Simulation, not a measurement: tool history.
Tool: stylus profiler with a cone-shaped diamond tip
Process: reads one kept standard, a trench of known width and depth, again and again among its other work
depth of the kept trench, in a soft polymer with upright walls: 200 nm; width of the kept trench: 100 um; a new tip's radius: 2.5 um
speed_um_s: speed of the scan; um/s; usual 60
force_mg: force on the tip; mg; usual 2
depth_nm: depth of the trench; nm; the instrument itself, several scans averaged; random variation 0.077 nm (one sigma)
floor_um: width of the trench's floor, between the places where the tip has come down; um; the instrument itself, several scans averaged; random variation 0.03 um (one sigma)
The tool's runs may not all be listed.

run,hour,speed_um_s,force_mg,depth_nm,floor_um
1,0,60,2,200.3,96.17
2,92.2,60,2,200.3,96.1
3,185,60,2,200.27,96
4,244.1,60,2,200.26,95.96
# hour 278.2: new tip fitted, height scale calibrated
5,296.8,60,2,201.03,97.58
6,355.7,46,2.71,201.09,97.61
7,442.9,128,2,200.9,96.91
8,498.3,128,2,200.81,96.81
9,585.1,128,2,200.84,96.68
10,643,18,4.98,201.56,97.42

Some steps in depth_nm between neighbouring runs. How much of each would the tool show without its hidden state too (settings, what came in, random variation), and how much is left for the hidden state, with any gauge scatter that isn't in both results?
The hidden state here: radius of the tip, um; height scale over the true one, %; drift of the gauge itself on depth_nm, %; drift of the gauge itself on floor_um, %.
Run 4 -> 5: new tip fitted, height scale calibrated. depth_nm +0.77 nm: hidden state +0.68, all else +0.09.
